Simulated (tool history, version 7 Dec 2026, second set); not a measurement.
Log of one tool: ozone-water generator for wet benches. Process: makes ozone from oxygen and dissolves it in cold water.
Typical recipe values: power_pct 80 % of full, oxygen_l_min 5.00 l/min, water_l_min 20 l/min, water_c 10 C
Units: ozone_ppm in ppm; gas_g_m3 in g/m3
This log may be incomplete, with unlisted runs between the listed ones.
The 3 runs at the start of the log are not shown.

run,hour,power_pct,oxygen_l_min,water_l_min,water_c,ozone_ppm,gas_g_m3
# hour 305.9: water thermometer calibrated
4,338.6,80,5.00,20,15,17.6,139.6
5,459.8,54,5.00,20,10,14.8,111.4
6,568.2,54,5.00,20,10,14.7,110.0
7,662.9,80,5.00,21,10,17.7,140.1
8,770.6,80,5.00,21,10,17.7,140.0
9,898.6,80,5.00,15,10,23.1,138.6
10,1004.6,80,5.00,15,10,23.4,138.9
11,1130.1,80,5.00,15,10,23.1,138.2
12,1281.2,75,5.00,15,10,22.1,132.1
13,1434.0,75,5.00,15,10,21.7,131.6
14,1521.7,75,5.00,15,10,22.2,132.2
15,1649.5,75,5.00,15,10,21.8,130.9
16,1744.1,75,5.00,15,10,21.8,131.4
17,1834.9,75,8.83,15,10,23.8,108.1

Run 18 has not been measured yet. What should we expect?
18,1964.8,75,8.83,15,10,?,?

Run 18 gave ozone_ppm 24.0 ppm, gas_g_m3 107.8 g/m3.
The same run, on a tool lacking any hidden state, would have yielded ozone_ppm 29.3 ppm, gas_g_m3 130.3 g/m3.
